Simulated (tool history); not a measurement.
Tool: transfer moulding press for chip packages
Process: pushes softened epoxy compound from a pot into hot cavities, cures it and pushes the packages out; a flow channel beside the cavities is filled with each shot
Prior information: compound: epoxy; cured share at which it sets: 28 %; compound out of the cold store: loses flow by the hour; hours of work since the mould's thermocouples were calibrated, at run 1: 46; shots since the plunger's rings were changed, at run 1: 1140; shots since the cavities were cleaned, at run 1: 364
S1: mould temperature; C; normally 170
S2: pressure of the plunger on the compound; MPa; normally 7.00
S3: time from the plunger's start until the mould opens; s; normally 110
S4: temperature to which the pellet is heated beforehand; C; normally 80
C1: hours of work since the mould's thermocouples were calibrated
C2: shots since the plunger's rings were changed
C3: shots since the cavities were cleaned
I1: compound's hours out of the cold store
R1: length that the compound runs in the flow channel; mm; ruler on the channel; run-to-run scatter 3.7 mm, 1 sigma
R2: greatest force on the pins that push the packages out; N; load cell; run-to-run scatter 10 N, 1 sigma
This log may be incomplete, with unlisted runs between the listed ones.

run	hour	S1	S2	S3	S4	C1	C2	C3	I1	R1	R2
1	0.0	170	7.00	110	80	46	1140	364	8.8	703	674
# hour 23.2: cavities cleaned with cleaning compound and waxed
2	58.8	170	7.00	110	80	87	1893	468	33.3	635	704
# hour 72.8: cavities cleaned with cleaning compound and waxed
3	99.9	170	7.00	110	80	116	2413	357	33.5	621	655
# hour 121.5: cavities cleaned with cleaning compound and waxed
4	144.8	170	7.00	110	80	147	2982	305	31.4	623	673
# hour 170.7: cavities cleaned with cleaning compound and waxed
5	176.3	166	7.00	110	80	169	3377	74	12.1	680	648
# hour 223.7: cavities cleaned with cleaning compound and waxed
6	226.4	166	7.00	110	80	204	4015	35	17.1	670	584
# hour 274.2: cavities cleaned with cleaning compound and waxed
7	279.6	166	7.00	110	80	242	4694	70	41.8	580	583
8	314.6	166	7.00	110	80	267	5154	530	28.9	617	813
# hour 328.3: cavities cleaned with cleaning compound and waxed
9	365.3	175	5.40	133	77	303	5800	486	37.3	500	641
# hour 381.4: cavities cleaned with cleaning compound and waxed
10	408.7	175	5.40	133	77	333	6351	359	15.6	543	641
# hour 431.9: cavities cleaned with cleaning compound and waxed
# hour 450.1: plunger's sealing rings changed
11	471.4	175	6.01	146	70	376	279	484	9.9	652	681
# hour 483.5: mould's thermocouples calibrated
# hour 489.2: cavities cleaned with cleaning compound and waxed
# hour 538.1: cavities cleaned with cleaning compound and waxed
12	538.1	175	6.01	146	70	37	1091	0	37.0	570	433
13	567.6	168	7.00	110	80	59	1478	387	10.9	697	744
# hour 587.5: cavities cleaned with cleaning compound and waxed
14	604.0	170	7.00	110	80	84	1935	216	46.5	595	596
# hour 637.1: cavities cleaned with cleaning compound and waxed
15	653.5	170	5.71	110	80	119	2567	216	45.4	534	587
# hour 686.8: cavities cleaned with cleaning compound and waxed
16	715.2	170	5.71	110	80	162	3357	372	19.9	588	708

Consider 5 possible next runs. They are alternatives, not a sequence: every one starts from the tool as it was left by run 16. What does each give?
# hour 735.6: cavities cleaned with cleaning compound and waxed
A	766.6	176	5.40	129	80	199	4012	406	40.6	?	?
# hour 735.6: cavities cleaned with cleaning compound and waxed
B	766.6	168	7.00	110	81	199	4012	406	33.5	?	?
# hour 735.6: cavities cleaned with cleaning compound and waxed
C	766.6	170	5.71	110	75	199	4012	406	19.7	?	?
# hour 735.6: cavities cleaned with cleaning compound and waxed
D	766.6	170	7.14	110	72	199	4012	406	12.1	?	?
# hour 735.6: cavities cleaned with cleaning compound and waxed
E	766.6	175	7.10	110	80	199	4012	406	24.7	?	?

run	R1	R2
A	508	628
B	608	727
C	590	689
D	673	698
E	627	653
With no hidden state in the tool, these same runs would have given:
run	R1	R2
A	541	431
B	649	488
C	629	463
D	718	472
E	669	446
